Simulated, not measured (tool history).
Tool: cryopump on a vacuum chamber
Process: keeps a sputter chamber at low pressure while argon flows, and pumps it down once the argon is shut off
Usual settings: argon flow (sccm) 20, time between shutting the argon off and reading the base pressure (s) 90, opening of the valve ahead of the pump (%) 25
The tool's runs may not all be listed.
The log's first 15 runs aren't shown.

run,hour,argon flow (sccm),time between shutting the argon off and reading the base pressure (s),opening of the valve ahead of the pump (%),pressure while argon flows (Pa),pressure after the wait (uPa)
16,178.1,26,90,25,0.1324,2.03
17,194.0,20,90,25,0.1011,2.10
18,211.0,20,32,32,0.0809,3.87
19,225.1,29,290,32,0.1176,1.45
# hour 238.7: pump warmed up, emptied and cooled again
20,246.0,29,290,32,0.1079,1.25
21,256.6,22,82,49,0.0542,2.00
22,273.4,22,82,49,0.0545,1.97
23,285.5,9,90,25,0.0428,1.86
24,294.1,24,30,40,0.0725,3.93
25,304.5,35,30,41,0.1040,4.03
26,320.1,9,100,25,0.0445,1.81
27,332.0,19,148,29,0.0801,1.50
28,345.3,21,27,18,0.1411,4.16
29,361.0,21,27,18,0.1409,4.18
30,375.6,21,46,33,0.0775,2.93
31,385.4,20,35,25,0.0973,3.58
32,396.1,20,35,25,0.0968,3.56
33,404.1,39,90,19,0.2489,1.90

Forecast each of these 5 alternatives for the next run:
A,415.2,20,90,15,?,?
B,415.2,16,90,25,?,?
C,415.2,20,296,25,?,?
D,415.2,20,104,19,?,?
E,415.2,20,200,25,?,?

run,pressure while argon flows (Pa),pressure after the wait (uPa)
A,0.1602,1.96
B,0.0775,1.93
C,0.0978,1.24
D,0.1281,1.85
E,0.0963,1.34
Without the tool's hidden state the same runs would have given:
run,pressure while argon flows (Pa),pressure after the wait (uPa)
A,0.1589,1.22
B,0.0765,1.21
C,0.0965,0.52
D,0.1268,1.10
E,0.0950,0.62
